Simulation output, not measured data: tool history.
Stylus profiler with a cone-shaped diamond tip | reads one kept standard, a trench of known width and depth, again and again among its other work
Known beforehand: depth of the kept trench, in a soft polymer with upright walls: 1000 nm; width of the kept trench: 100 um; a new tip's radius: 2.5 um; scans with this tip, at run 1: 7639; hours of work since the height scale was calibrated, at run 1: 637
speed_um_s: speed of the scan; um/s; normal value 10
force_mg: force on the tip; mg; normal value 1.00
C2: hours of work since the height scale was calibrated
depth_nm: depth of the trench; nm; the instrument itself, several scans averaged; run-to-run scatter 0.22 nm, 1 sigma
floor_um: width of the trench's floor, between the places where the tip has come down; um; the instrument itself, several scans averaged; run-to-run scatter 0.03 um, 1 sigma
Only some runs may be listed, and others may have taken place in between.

run 1 hour=0.0 | speed_um_s=10 force_mg=1.00 | scans_with_this_tip=7639 C2=637 | depth_nm=1008.96 floor_um=94.78
run 2 hour=73.2 | speed_um_s=10 force_mg=1.00 | scans_with_this_tip=8090 C2=674 | depth_nm=1009.04 floor_um=94.73
run 3 hour=132.3 | speed_um_s=10 force_mg=1.00 | scans_with_this_tip=8453 C2=704 | depth_nm=1009.11 floor_um=94.66
run 4 hour=169.0 | speed_um_s=10 force_mg=1.00 | scans_with_this_tip=8679 C2=723 | depth_nm=1009.13 floor_um=94.64
run 5 hour=238.1 | speed_um_s=10 force_mg=1.00 | scans_with_this_tip=9104 C2=759 | depth_nm=1009.25 floor_um=94.58
run 6 hour=290.6 | speed_um_s=10 force_mg=1.00 | scans_with_this_tip=9427 C2=786 | depth_nm=1009.45 floor_um=94.50
run 7 hour=355.2 | speed_um_s=10 force_mg=1.00 | scans_with_this_tip=9824 C2=819 | depth_nm=1009.08 floor_um=94.48
run 8 hour=412.0 | speed_um_s=10 force_mg=1.00 | scans_with_this_tip=10173 C2=848 | depth_nm=1009.54 floor_um=94.38
run 9 hour=455.5 | speed_um_s=10 force_mg=1.00 | scans_with_this_tip=10441 C2=870 | depth_nm=1009.35 floor_um=94.44
run 10 hour=517.2 | speed_um_s=10 force_mg=1.00 | scans_with_this_tip=10820 C2=902 | depth_nm=1009.81 floor_um=94.29
run 11 hour=551.5 | speed_um_s=10 force_mg=0.41 | scans_with_this_tip=11031 C2=919 | depth_nm=1006.36 floor_um=94.30
run 12 hour=632.3 | speed_um_s=10 force_mg=1.00 | scans_with_this_tip=11528 C2=961 | depth_nm=1010.07 floor_um=94.24
run 13 hour=671.9 | speed_um_s=39 force_mg=1.00 | scans_with_this_tip=11772 C2=981 | depth_nm=1009.42 floor_um=94.11
run 14 hour=739.8 | speed_um_s=39 force_mg=1.00 | scans_with_this_tip=12189 C2=1016 | depth_nm=1010.01 floor_um=94.02
run 15 hour=812.7 | speed_um_s=11 force_mg=1.00 | scans_with_this_tip=12637 C2=1053 | depth_nm=1010.14 floor_um=94.11
run 16 hour=884.8 | speed_um_s=11 force_mg=1.00 | scans_with_this_tip=13081 C2=1090 | depth_nm=1010.21 floor_um=94.08
run 17 hour=919.7 | speed_um_s=8 force_mg=2.23 | scans_with_this_tip=13295 C2=1108 | depth_nm=1015.50 floor_um=94.08
run 18 hour=980.1 | speed_um_s=2 force_mg=2.61 | scans_with_this_tip=13667 C2=1139 | depth_nm=1016.60 floor_um=94.08
run 19 hour=1037.8 | speed_um_s=3 force_mg=2.42 | scans_with_this_tip=14022 C2=1168 | depth_nm=1016.29 floor_um=94.01
run 20 hour=1083.1 | speed_um_s=3 force_mg=2.42 | scans_with_this_tip=14300 C2=1192 | depth_nm=1016.41 floor_um=93.99
run 21 hour=1119.4 | speed_um_s=13 force_mg=1.63 | scans_with_this_tip=14524 C2=1210 | depth_nm=1013.42 floor_um=93.86
run 22 hour=1163.6 | speed_um_s=13 force_mg=1.63 | scans_with_this_tip=14795 C2=1233 | depth_nm=1013.83 floor_um=93.83
run 23 hour=1211.3 | speed_um_s=13 force_mg=0.48 | scans_with_this_tip=15089 C2=1257 | depth_nm=1008.12 floor_um=93.84
run 24 hour=1275.3 | speed_um_s=13 force_mg=0.48 | scans_with_this_tip=15482 C2=1290 | depth_nm=1008.08 floor_um=93.75
run 25 hour=1343.3 | speed_um_s=13 force_mg=0.48 | scans_with_this_tip=15900 C2=1325 | depth_nm=1007.66 floor_um=93.75
run 26 hour=1420.0 | speed_um_s=13 force_mg=0.48 | scans_with_this_tip=16372 C2=1364 | depth_nm=1007.72 floor_um=93.63
run 27 hour=1460.7 | speed_um_s=19 force_mg=1.69 | scans_with_this_tip=16623 C2=1385 | depth_nm=1014.09 floor_um=93.62
run 28 hour=1499.4 | speed_um_s=19 force_mg=1.69 | scans_with_this_tip=16860 C2=1405 | depth_nm=1013.93 floor_um=93.54
run 29 hour=1537.1 | speed_um_s=31 force_mg=0.59 | scans_with_this_tip=17092 C2=1424 | depth_nm=1009.12 floor_um=93.38
run 30 hour=1579.3 | speed_um_s=18 force_mg=0.40 | scans_with_this_tip=17352 C2=1446 | depth_nm=1007.92 floor_um=93.51
run 31 hour=1661.2 | speed_um_s=10 force_mg=0.91 | scans_with_this_tip=17856 C2=1488 | depth_nm=1010.69 floor_um=93.50
run 32 hour=1723.8 | speed_um_s=10 force_mg=0.91 | scans_with_this_tip=18240 C2=1520 | depth_nm=1010.70 floor_um=93.43

Each run again, without the hidden state but with its own random variation kept:
Hidden state at play: radius of the tip, um; height scale over the true one, %; drift of the gauge itself on depth_nm, %; drift of the gauge itself on floor_um, %.
run=1 depth_nm=1007.11 floor_um=95.95
run=2 depth_nm=1007.10 floor_um=95.97
run=3 depth_nm=1007.08 floor_um=95.95
run=4 depth_nm=1007.05 floor_um=95.96
run=5 depth_nm=1007.07 floor_um=95.96
run=6 depth_nm=1007.20 floor_um=95.92
run=7 depth_nm=1006.74 floor_um=95.95
run=8 depth_nm=1007.11 floor_um=95.89
run=9 depth_nm=1006.86 floor_um=95.99
run=10 depth_nm=1007.24 floor_um=95.89
run=11 depth_nm=1003.75 floor_um=95.92
run=12 depth_nm=1007.33 floor_um=95.92
run=13 depth_nm=1006.64 floor_um=95.83
run=14 depth_nm=1007.13 floor_um=95.79
run=15 depth_nm=1007.15 floor_um=95.94
run=16 depth_nm=1007.13 floor_um=95.96
run=17 depth_nm=1012.35 floor_um=95.98
run=18 depth_nm=1013.36 floor_um=96.03
run=19 depth_nm=1012.97 floor_um=96.00
run=20 depth_nm=1013.03 floor_um=96.01
run=21 depth_nm=1010.00 floor_um=95.91
run=22 depth_nm=1010.33 floor_um=95.91
run=23 depth_nm=1004.58 floor_um=95.95
run=24 depth_nm=1004.45 floor_um=95.91
run=25 depth_nm=1003.92 floor_um=95.96
run=26 depth_nm=1003.89 floor_um=95.88
run=27 depth_nm=1010.17 floor_um=95.90
run=28 depth_nm=1009.96 floor_um=95.85
run=29 depth_nm=1005.11 floor_um=95.71
run=30 depth_nm=1003.86 floor_um=95.87
run=31 depth_nm=1006.49 floor_um=95.92
run=32 depth_nm=1006.41 floor_um=95.89
